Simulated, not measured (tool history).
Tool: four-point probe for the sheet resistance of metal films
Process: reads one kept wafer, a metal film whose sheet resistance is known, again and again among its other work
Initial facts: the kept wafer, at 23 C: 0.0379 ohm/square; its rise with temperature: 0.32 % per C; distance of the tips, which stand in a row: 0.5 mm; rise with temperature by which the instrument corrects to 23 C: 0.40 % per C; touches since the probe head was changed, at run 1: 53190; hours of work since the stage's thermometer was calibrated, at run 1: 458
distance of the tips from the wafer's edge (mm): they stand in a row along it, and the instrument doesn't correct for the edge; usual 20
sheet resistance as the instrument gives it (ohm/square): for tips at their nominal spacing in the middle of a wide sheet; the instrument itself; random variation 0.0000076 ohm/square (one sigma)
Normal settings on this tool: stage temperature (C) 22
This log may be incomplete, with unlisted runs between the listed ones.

run	hour	stage temperature (C)	distance of the tips from the wafer's edge (mm)	touches since the probe head was changed	hours of work since the stage's thermometer was calibrated	sheet resistance as the instrument gives it (ohm/square)
1	0.0	22	20	53190	458	0.038028
2	39.5	22	20	55658	487	0.038041
3	117.5	22	20	60528	544	0.038055
4	153.8	22	20	62789	570	0.038075
# hour 158.5: stage's thermometer calibrated
5	191.2	22	20	65092	24	0.038064
6	258.7	22	20	69311	73	0.038074
7	335.3	22	20	74089	129	0.038090
8	413.9	28	12	78998	186	0.037943
9	480.4	31	48	83151	234	0.037845
10	543.3	31	48	87074	280	0.037840
# hour 578.2: stage's thermometer calibrated, once more
11	602.8	31	48	90762	18	0.037918

For run 12, what comes out?
12	660.5	20	27	94364	60	?

{"run 12": {"sheet resistance as the instrument gives it (ohm/square)": 0.038244}}
The same run, on a tool lacking any hidden state, would have yielded sheet resistance as the instrument gives it (ohm/square) 0.037996.

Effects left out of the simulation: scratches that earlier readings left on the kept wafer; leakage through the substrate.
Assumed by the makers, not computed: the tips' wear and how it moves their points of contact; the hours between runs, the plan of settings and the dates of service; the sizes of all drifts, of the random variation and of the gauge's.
